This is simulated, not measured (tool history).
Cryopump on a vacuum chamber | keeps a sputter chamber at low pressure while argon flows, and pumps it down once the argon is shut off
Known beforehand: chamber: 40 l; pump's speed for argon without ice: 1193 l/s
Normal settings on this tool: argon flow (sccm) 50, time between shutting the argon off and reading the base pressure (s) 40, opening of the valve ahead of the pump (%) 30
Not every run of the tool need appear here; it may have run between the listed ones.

| run | day | argon flow (sccm) | time between shutting the argon off and reading the base pressure (s) | opening of the valve ahead of the pump (%) | pressure while argon flows (Pa) | pressure after the wait (uPa) |
|---|---|---|---|---|---|---|
| 1 | 0 | 50 | 40 | 30 | 0.2434 | 3.69 |
| 2 | 1.779 | 50 | 111 | 30 | 0.2455 | 1.8 |
| 3 | 3.075 | 50 | 40 | 30 | 0.2449 | 3.8 |
| 4 | 5.35 | 50 | 40 | 30 | 0.247 | 3.81 |
| 5 | 7.542 | 50 | 40 | 30 | 0.2497 | 3.72 |
| 6 | 10.079 | 50 | 40 | 30 | 0.2484 | 3.98 |
| 7 | 11.725 | 50 | 40 | 30 | 0.2515 | 4.03 |
|  | 13.05 | pump warmed up, emptied and cooled again |
| 8 | 14.546 | 50 | 40 | 30 | 0.2391 | 3.93 |
| 9 | 15.696 | 50 | 40 | 30 | 0.2399 | 3.81 |
| 10 | 17.533 | 50 | 40 | 30 | 0.2384 | 3.96 |
| 11 | 19.704 | 50 | 40 | 30 | 0.2391 | 4.02 |
| 12 | 20.854 | 50 | 40 | 30 | 0.2411 | 4.02 |
| 13 | 22.708 | 50 | 40 | 30 | 0.2443 | 4.09 |
| 14 | 23.942 | 50 | 40 | 45 | 0.1636 | 4.2 |
| 15 | 25.65 | 50 | 40 | 30 | 0.2441 | 4.31 |
| 16 | 27.529 | 50 | 40 | 30 | 0.2455 | 4.3 |
| 17 | 29.071 | 49 | 33 | 38 | 0.1926 | 5.02 |
| 18 | 31.2 | 70 | 77 | 36 | 0.2914 | 2.77 |
| 19 | 33.625 | 70 | 77 | 36 | 0.2934 | 2.87 |
| 20 | 35.488 | 48 | 40 | 38 | 0.1945 | 4.52 |
|  | 37.638 | pump warmed up, emptied and cooled again |
| 21 | 37.638 | 48 | 66 | 31 | 0.2214 | 3.18 |
| 22 | 38.838 | 32 | 112 | 26 | 0.1759 | 2.39 |
| 23 | 41.008 | 32 | 112 | 26 | 0.1783 | 2.38 |
| 24 | 42.492 | 39 | 22 | 16 | 0.3468 | 6.99 |
| 25 | 44.583 | 39 | 22 | 16 | 0.35 | 6.86 |
| 26 | 45.958 | 77 | 30 | 30 | 0.3724 | 5.73 |
| 27 | 47.871 | 77 | 30 | 30 | 0.3743 | 5.65 |
| 28 | 50.308 | 25 | 192 | 18 | 0.2002 | 2.19 |
| 29 | 51.846 | 25 | 192 | 18 | 0.2017 | 2.29 |
| 30 | 54.283 | 27 | 40 | 36 | 0.1127 | 4.74 |
| 31 | 55.65 | 86 | 40 | 31 | 0.413 | 4.94 |
| 32 | 57.717 | 40 | 40 | 29 | 0.2056 | 4.84 |

Table of differences, measured result less the result of that run with no hidden state. Run-to-run variation is the same in both. Gauge scatter possibly is not:
Unlogged tool condition in this case: pump's speed, % of a pump's without ice; cold plate's temperature, K; leak into the chamber, uPa l/s; drift of the gauge itself on working_pa, %; drift of the gauge itself on base_upa, %.
| run | pressure while argon flows (Pa) | pressure after the wait (uPa) |
|---|---|---|
| 1 | +0.0077 | +0.35 |
| 2 | +0.0088 | +0.39 |
| 3 | +0.0095 | +0.43 |
| 4 | +0.0108 | +0.48 |
| 5 | +0.0123 | +0.51 |
| 6 | +0.0137 | +0.6 |
| 7 | +0.0148 | +0.64 |
| 8 | +0.0023 | +0.56 |
| 9 | +0.003 | +0.57 |
| 10 | +0.0038 | +0.62 |
| 11 | +0.005 | +0.68 |
| 12 | +0.0056 | +0.7 |
| 13 | +0.0067 | +0.76 |
| 14 | +0.0073 | +0.79 |
| 15 | +0.0082 | +0.85 |
| 16 | +0.0093 | +0.89 |
| 17 | +0.01 | +0.93 |
| 18 | +0.016 | +0.95 |
| 19 | +0.0182 | +1.04 |
| 20 | +0.0137 | +1.12 |
| 21 | +0.0019 | +0.98 |
| 22 | +0.0016 | +0.99 |
| 23 | +0.0024 | +1.02 |
| 24 | +0.0035 | +1.08 |
| 25 | +0.0043 | +1.11 |
| 26 | +0.0096 | +1.2 |
| 27 | +0.0112 | +1.23 |
| 28 | +0.0043 | +1.3 |
| 29 | +0.0048 | +1.37 |
| 30 | +0.006 | +1.41 |
| 31 | +0.0205 | +1.5 |
| 32 | +0.0105 | +1.52 |
